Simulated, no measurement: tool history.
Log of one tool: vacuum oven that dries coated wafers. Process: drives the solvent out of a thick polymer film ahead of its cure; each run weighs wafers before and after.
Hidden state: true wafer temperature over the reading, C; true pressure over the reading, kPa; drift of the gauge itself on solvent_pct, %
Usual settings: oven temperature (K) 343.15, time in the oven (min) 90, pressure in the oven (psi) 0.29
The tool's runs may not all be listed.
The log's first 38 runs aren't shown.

run	hour	oven temperature (K)	time in the oven (min)	pressure in the oven (psi)	hours of work since the thermocouples were calibrated	hours of work since the vacuum gauge was cleaned of residue	solvent left in the film (%)
39	377.6	349.15	80	1.11	697	601	2.71
40	388	349.15	105	1.11	705	609	2.41
41	393.8	343.15	50	0.303	710	613	4.51
42	407.2	351.15	50	0.303	720	623	1.85
43	417.4	351.15	50	0.303	728	631	1.82
44	427.8	332.15	51	0.438	736	639	8.71
45	439.2	332.15	51	0.438	745	648	8.81
46	449.5	332.15	51	0.438	753	656	8.68
47	462.8	334.15	73	0.29	763	666	6.4

Forecast each of these 4 alternatives for the next run:
A	476.2	332.15	73	0.278	774	677	?
B	476.2	333.15	90	0.206	774	677	?
C	476.2	343.15	104	0.29	774	677	?
D	476.2	350.15	90	0.219	774	677	?

run	solvent left in the film (%)
A	7.14
B	5.67
C	1.77
D	0.66
Without the tool's hidden state the same runs would have given:
run	solvent left in the film (%)
A	7.16
B	5.68
C	1.78
D	0.66

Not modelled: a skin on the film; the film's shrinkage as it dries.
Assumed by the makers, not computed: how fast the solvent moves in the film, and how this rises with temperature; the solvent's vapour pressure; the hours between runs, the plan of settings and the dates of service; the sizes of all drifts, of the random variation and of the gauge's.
